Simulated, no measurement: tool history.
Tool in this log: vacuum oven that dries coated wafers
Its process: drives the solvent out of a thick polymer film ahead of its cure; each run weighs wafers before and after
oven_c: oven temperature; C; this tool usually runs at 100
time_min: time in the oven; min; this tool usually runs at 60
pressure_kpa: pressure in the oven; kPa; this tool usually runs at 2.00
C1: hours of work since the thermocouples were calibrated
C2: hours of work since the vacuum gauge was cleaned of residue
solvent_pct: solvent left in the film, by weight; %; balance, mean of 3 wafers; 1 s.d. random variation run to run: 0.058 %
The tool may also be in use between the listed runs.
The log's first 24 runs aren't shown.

Run 25, hour 1024.0: usual settings but oven_c 104 C, time_min 93 min, pressure_kpa 1.56 kPa; C1 302; C2 672. Result: solvent_pct 1.53 %.
Run 26, hour 1059.0: usual settings but oven_c 104 C, time_min 93 min, pressure_kpa 1.56 kPa; C1 325; C2 694. Result: solvent_pct 1.53 %.
Run 27, hour 1088.7: usual settings but oven_c 105 C, time_min 74 min, pressure_kpa 1.13 kPa; C1 344; C2 713. Result: solvent_pct 1.24 %.
Run 28, hour 1139.8: usual settings but oven_c 110 C, time_min 69 min, pressure_kpa 3.69 kPa; C1 376; C2 746. Result: solvent_pct 2.49 %.
Run 29, hour 1192.0: usual settings but oven_c 110 C, time_min 69 min, pressure_kpa 3.69 kPa; C1 409; C2 779. Result: solvent_pct 2.55 %.
Run 30, hour 1244.9: usual settings but oven_c 111 C; C1 443; C2 812. Result: solvent_pct 1.55 %.
Run 31, hour 1305.7: usual settings but oven_c 87 C; C1 481; C2 851. Result: solvent_pct 8.45 %.
Run 32, hour 1365.8: usual settings but time_min 59 min, pressure_kpa 1.18 kPa; C1 520; C2 889. Result: solvent_pct 2.52 %.
Run 33, hour 1408.1: usual settings but time_min 59 min, pressure_kpa 1.18 kPa; C1 546; C2 916. Result: solvent_pct 2.47 %.
Run 34, hour 1466.0: usual settings but time_min 61 min, pressure_kpa 5.99 kPa; C1 583; C2 953. Result: solvent_pct 6.71 %.
Run 35, hour 1505.1: usual settings but time_min 61 min, pressure_kpa 5.99 kPa; C1 608; C2 978. Result: solvent_pct 6.48 %.
Run 36, hour 1538.7: usual settings but oven_c 114 C, time_min 61 min, pressure_kpa 5.99 kPa; C1 629; C2 999. Result: solvent_pct 3.51 %.
Run 37, hour 1563.7: usual settings but oven_c 112 C, pressure_kpa 6.55 kPa; C1 645; C2 1015. Result: solvent_pct 4.03 %.
Run 38, hour 1601.2: usual settings but oven_c 103 C, time_min 51 min, pressure_kpa 2.94 kPa; C1 669; C2 1039. Result: solvent_pct 3.65 %.
At hour 1608.6: oven's thermocouples calibrated.
Run 39, hour 1634.6: usual settings but time_min 72 min; C1 16; C2 1059. Result: solvent_pct 2.95 %.
Run 40, hour 1678.6: usual settings but time_min 72 min; C1 44; C2 1087. Result: solvent_pct 3.07 %.
Run 41, hour 1733.6: usual settings but oven_c 93 C, time_min 51 min; C1 79; C2 1122. Result: solvent_pct 6.75 %.
Run 42, hour 1775.1: usual settings but oven_c 89 C, pressure_kpa 6.93 kPa; C1 106; C2 1148. Result: solvent_pct 12.70 %.
Run 43, hour 1828.0: usual settings but oven_c 89 C, pressure_kpa 3.15 kPa; C1 139; C2 1182. Result: solvent_pct 9.01 %.
Run 44, hour 1858.3: usual settings but oven_c 110 C, time_min 76 min, pressure_kpa 4.90 kPa; C1 159; C2 1201. Result: solvent_pct 3.44 %.
Run 45, hour 1898.6: usual settings but oven_c 102 C, time_min 106 min; C1 184; C2 1226. Result: solvent_pct 2.18 %.

What if the next run were any one of these 4? Each begins from the tool's condition after run 45:
Run A, hour 1955.4: usual settings but oven_c 102 C, time_min 76 min, pressure_kpa 3.05 kPa; C1 220; C2 1262. Result: solvent_pct ?.
Run B, hour 1955.4: usual settings but oven_c 86 C, time_min 31 min, pressure_kpa 1.00 kPa; C1 220; C2 1262. Result: solvent_pct ?.
Run C, hour 1955.4: usual settings but oven_c 105 C, time_min 96 min, pressure_kpa 1.19 kPa; C1 220; C2 1262. Result: solvent_pct ?.
Run D, hour 1955.4: usual settings but oven_c 86 C, pressure_kpa 5.30 kPa; C1 220; C2 1262. Result: solvent_pct ?.

run  solvent_pct
  A         3.28
  B        11.84
  C         1.40
  D        12.50
Had the tool no hidden state, the same runs would have come out as:
run  solvent_pct
  A         2.84
  B        11.45
  C         0.98
  D        11.97
